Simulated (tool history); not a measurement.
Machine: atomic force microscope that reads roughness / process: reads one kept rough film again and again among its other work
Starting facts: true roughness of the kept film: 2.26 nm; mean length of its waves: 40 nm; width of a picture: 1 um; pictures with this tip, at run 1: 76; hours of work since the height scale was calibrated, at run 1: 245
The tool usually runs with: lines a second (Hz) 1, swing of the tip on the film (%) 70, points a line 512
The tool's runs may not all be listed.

run	hour	lines a second (Hz)	swing of the tip on the film (%)	points a line	pictures with this tip	hours of work since the height scale was calibrated	roughness of the kept film (nm (root mean square))
1	0	1	70	512	76	245	2.066
2	17.8	1	70	512	100	255	2.023
3	37.2	1	85	512	128	265	1.963
4	47.2	1	85	512	142	271	1.947
5	57.2	1	70	512	156	276	1.997
6	72.6	1	70	512	177	284	1.967
# hour 93: new tip fitted
7	97.2	1	70	512	6	297	2.141
8	119.8	1	70	512	37	310	2.099
9	138	1	70	512	63	319	2.068
10	153.5	1	75	512	84	328	2.052
11	173.8	1	75	512	113	339	2.007
12	188.9	1	70	512	134	347	2.035
13	201.9	1	70	294	152	354	1.997
14	221.4	1	70	512	179	365	1.973
15	232.7	1	70	512	195	371	1.977
# hour 240.1: new tip fitted
16	256.5	1	70	713	23	383	2.103
17	278.4	1	84	512	53	395	2.025
18	302.4	1	70	512	87	408	2.038
19	314.4	1	70	722	103	415	2.043
20	327.7	1	70	722	122	422	2.033
21	343.6	1	70	722	144	430	1.988
22	366.8	1.45	70	512	177	443	1.936
# hour 387.6: new tip fitted
23	391.9	1.45	61	512	6	456	2.129
24	411.4	1.45	61	512	33	467	2.092
25	424.6	1	70	512	52	474	2.06
26	438.2	1	69	512	71	481	2.056
27	458.8	2.85	59	512	100	493	2.02
28	473.8	2.85	84	316	121	501	1.811
29	494.1	0.59	70	512	149	512	2.035
30	508.8	0.59	70	512	169	520	1.994
31	532.2	0.59	70	512	202	532	1.978
# hour 535.8: new tip fitted
32	544.9	0.59	70	512	13	539	2.127
33	557.9	0.59	70	741	31	546	2.114
34	569.6	1.4	81	665	48	552	2.013
35	592.3	1	81	512	79	565	2.026
36	616.3	1.09	85	452	113	577	1.965
37	630	1	73	512	132	585	1.981
38	648.4	0.54	78	512	158	595	1.994
39	659.9	0.64	79	512	174	601	1.979
40	670.7	1	69	390	189	607	1.927
# hour 682.8: new tip fitted
41	688.1	1	69	390	8	616	2.098
42	705.5	1	70	455	32	625	2.091
43	723.4	1	80	888	57	635	2.039
44	745.6	1	80	888	88	647	2.011
45	757	0.77	70	512	104	653	2.049
46	767.7	0.77	70	512	119	659	2.014
47	783.3	1.38	70	512	141	668	1.962
48	796.6	3.72	73	308	159	675	1.863
49	819	0.6	58	511	190	687	1.99
# hour 830.6: new tip fitted
50	830.8	0.95	76	512	0	693	2.093

Below are 5 alternative next runs, each starting from the tool's condition after run 50. Predict each:
A	852.8	3.93	70	440	31	705	?
B	852.8	0.85	76	512	31	705	?
C	852.8	1.49	89	408	31	705	?
D	852.8	1	68	512	31	705	?
E	852.8	0.95	76	428	31	705	?

run	roughness of the kept film (nm (root mean square))
A	1.966
B	2.067
C	1.976
D	2.1
E	2.072
The same runs, with their run-to-run variation unchanged, on a tool lacking any hidden condition would have given:
run	roughness of the kept film (nm (root mean square))
A	2.029
B	2.132
C	2.039
D	2.167
E	2.138
